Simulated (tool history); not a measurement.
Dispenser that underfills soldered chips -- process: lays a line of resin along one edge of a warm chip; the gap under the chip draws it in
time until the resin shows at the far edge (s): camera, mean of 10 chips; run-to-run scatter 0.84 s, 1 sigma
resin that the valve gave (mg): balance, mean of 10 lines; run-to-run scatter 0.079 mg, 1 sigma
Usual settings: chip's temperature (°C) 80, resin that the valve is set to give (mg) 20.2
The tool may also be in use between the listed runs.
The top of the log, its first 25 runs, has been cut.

run,day,chip's temperature (°C),resin that the valve is set to give (mg),time until the resin shows at the far edge (s),resin that the valve gave (mg)
# day 5.612: new syringe of resin
26,5.638,95,17.7,41.9,17.17
27,5.767,82,18.5,95.3,17.78
28,5.917,73,17.4,191.4,16.87
29,6.079,91,19.7,94.5,19.01
# day 6.192: new syringe of resin
30,6.392,91,19.7,65,19.1
31,6.675,91,19.7,96,19.06
# day 6.758: new syringe of resin
32,6.929,69,23.2,189.2,22.27
33,7.1,69,20.2,242.2,19.19
34,7.262,68,17.7,331.5,16.82
# day 7.317: new syringe of resin
# day 7.558: dispensing valve cleaned and set on the balance
35,7.604,75,17.7,155.7,17.64

What if the next run were any one of these 5? Each begins from the tool's condition after run 35:
A,7.854,69,21.3,?,?
B,7.854,76,17.7,?,?
C,7.854,83,22.8,?,?
D,7.854,67,20.2,?,?
E,7.854,83,17.7,?,?

run,time until the resin shows at the far edge (s),resin that the valve gave (mg)
A,295.7,21.25
B,212.1,17.61
C,142.3,22.84
D,341.5,20.14
E,147.2,17.73
Had the tool no hidden state, the same runs would have come out as:
run,time until the resin shows at the far edge (s),resin that the valve gave (mg)
A,137.2,21.3
B,98.7,17.66
C,66.3,22.9
D,158.3,20.19
E,68.3,17.77

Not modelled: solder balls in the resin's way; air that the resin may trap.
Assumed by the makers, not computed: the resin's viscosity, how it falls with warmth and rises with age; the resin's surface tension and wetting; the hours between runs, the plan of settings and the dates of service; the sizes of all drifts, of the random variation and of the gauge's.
